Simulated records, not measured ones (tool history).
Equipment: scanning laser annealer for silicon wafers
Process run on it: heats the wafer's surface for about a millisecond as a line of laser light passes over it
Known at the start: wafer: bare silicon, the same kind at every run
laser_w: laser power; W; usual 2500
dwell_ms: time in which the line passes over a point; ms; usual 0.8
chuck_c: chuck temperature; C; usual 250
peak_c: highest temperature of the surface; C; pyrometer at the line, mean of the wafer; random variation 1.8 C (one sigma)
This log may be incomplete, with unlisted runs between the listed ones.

run	hour	laser_w	dwell_ms	chuck_c	peak_c
1	0	2500	0.8	250	918
2	5.2	2500	0.8	250	916
3	13.7	2500	0.8	250	915
4	25.1	2500	0.8	272	935
5	30.5	2500	0.8	272	936
6	41.9	2500	0.8	272	933
# hour 47.2: window over the wafer cleaned
7	53.7	2500	0.8	272	978
8	62.1	2346	0.8	272	929
9	73.4	2346	0.8	272	927
10	80.1	2533	0.8	250	966
11	85.2	2235	0.8	250	870
12	94.2	2235	0.569	250	757
13	101	2507	0.569	250	827
14	107.4	2500	0.8	250	953
15	114.1	2500	0.8	250	956
16	119.9	2500	0.8	250	951
17	129.1	2500	0.8	250	954
# hour 133.2: laser's power meter calibrated
18	143.1	2495	0.8	250	948
19	150.4	2495	0.8	249	948
# hour 156.3: laser's power meter calibrated, once more
20	159.2	2573	0.8	256	975
21	166.4	2500	0.751	263	932
22	175.6	2500	0.751	263	935
23	181.1	2733	0.835	261	1050
24	186.1	2487	0.676	239	865
25	194.4	2487	0.867	239	960

Estimate the outcome of run 26 from the log above:
26	205.8	2431	0.703	250	?

peak_c: 874 C
Had the tool carried no hidden state, the very same run would have given peak_c 892 C.

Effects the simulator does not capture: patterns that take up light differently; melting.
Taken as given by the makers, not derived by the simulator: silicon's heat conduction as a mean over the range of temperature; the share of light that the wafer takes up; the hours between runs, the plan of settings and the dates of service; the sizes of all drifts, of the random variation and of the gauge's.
